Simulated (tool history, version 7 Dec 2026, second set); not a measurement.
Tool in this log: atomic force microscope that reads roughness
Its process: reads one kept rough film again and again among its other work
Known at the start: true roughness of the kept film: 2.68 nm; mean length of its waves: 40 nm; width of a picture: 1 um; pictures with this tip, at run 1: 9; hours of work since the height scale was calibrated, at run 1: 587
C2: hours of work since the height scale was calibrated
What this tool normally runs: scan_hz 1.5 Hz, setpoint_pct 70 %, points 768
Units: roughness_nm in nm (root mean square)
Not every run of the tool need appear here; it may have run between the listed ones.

Run 1, hour 0: usual settings; pictures with this tip 9; C2 587. Result: roughness_nm 2.269 nm (root mean square).
Run 2, hour 14: usual settings but setpoint_pct 63 %; pictures with this tip 38; C2 598. Result: roughness_nm 2.304 nm (root mean square).
Run 3, hour 26.1: usual settings but setpoint_pct 63 %; pictures with this tip 63; C2 607. Result: roughness_nm 2.31 nm (root mean square).
Run 4, hour 44.9: usual settings but scan_hz 0.79 Hz; pictures with this tip 101; C2 622. Result: roughness_nm 2.299 nm (root mean square).
Run 5, hour 62.5: usual settings but setpoint_pct 86 %; pictures with this tip 138; C2 636. Result: roughness_nm 1.924 nm (root mean square).
Run 6, hour 83: usual settings; pictures with this tip 180; C2 652. Result: roughness_nm 2.117 nm (root mean square).
Run 7, hour 106.5: usual settings; pictures with this tip 228; C2 671. Result: roughness_nm 2.091 nm (root mean square).
Run 8, hour 122.8: usual settings; pictures with this tip 262; C2 684. Result: roughness_nm 2.067 nm (root mean square).
Run 9, hour 135.3: usual settings but setpoint_pct 75 %; pictures with this tip 288; C2 694. Result: roughness_nm 1.967 nm (root mean square).
Run 10, hour 145.6: usual settings but scan_hz 0.63 Hz; pictures with this tip 309; C2 702. Result: roughness_nm 2.107 nm (root mean square).
Run 11, hour 158.8: usual settings but scan_hz 2.41 Hz, setpoint_pct 63 %, points 312; pictures with this tip 336; C2 713. Result: roughness_nm 1.966 nm (root mean square).
Run 12, hour 181.8: usual settings but scan_hz 3.21 Hz, setpoint_pct 68 %, points 786; pictures with this tip 384; C2 731. Result: roughness_nm 1.811 nm (root mean square).
At hour 187.4: new tip fitted.
Run 13, hour 199.8: usual settings but scan_hz 3.21 Hz, setpoint_pct 81 %, points 672; pictures with this tip 26; C2 745. Result: roughness_nm 1.78 nm (root mean square).
Run 14, hour 216.5: usual settings but scan_hz 3.21 Hz, setpoint_pct 81 %, points 672; pictures with this tip 60; C2 758. Result: roughness_nm 1.749 nm (root mean square).

Pick out some run-to-run changes in roughness_nm. Of each, how much would a tool without hidden state show as well, from the settings, what came in and chance, and how much is left for the hidden state and any gauge scatter not in both results compared?
Hidden conditions of the tool in this case: radius of the tip, nm; height scale over the true one, %; drift of the gauge itself on roughness_nm, %.
Run 4 -> 5: scan_hz 0.79 -> 1.5, setpoint_pct 70 -> 86. roughness_nm -0.375 nm (root mean square): hidden state -0.014, all else -0.361.
Run 12 -> 13: setpoint_pct 68 -> 81, points 786 -> 672, new tip fitted. roughness_nm -0.031 nm (root mean square): hidden state +0.274, all else -0.305.
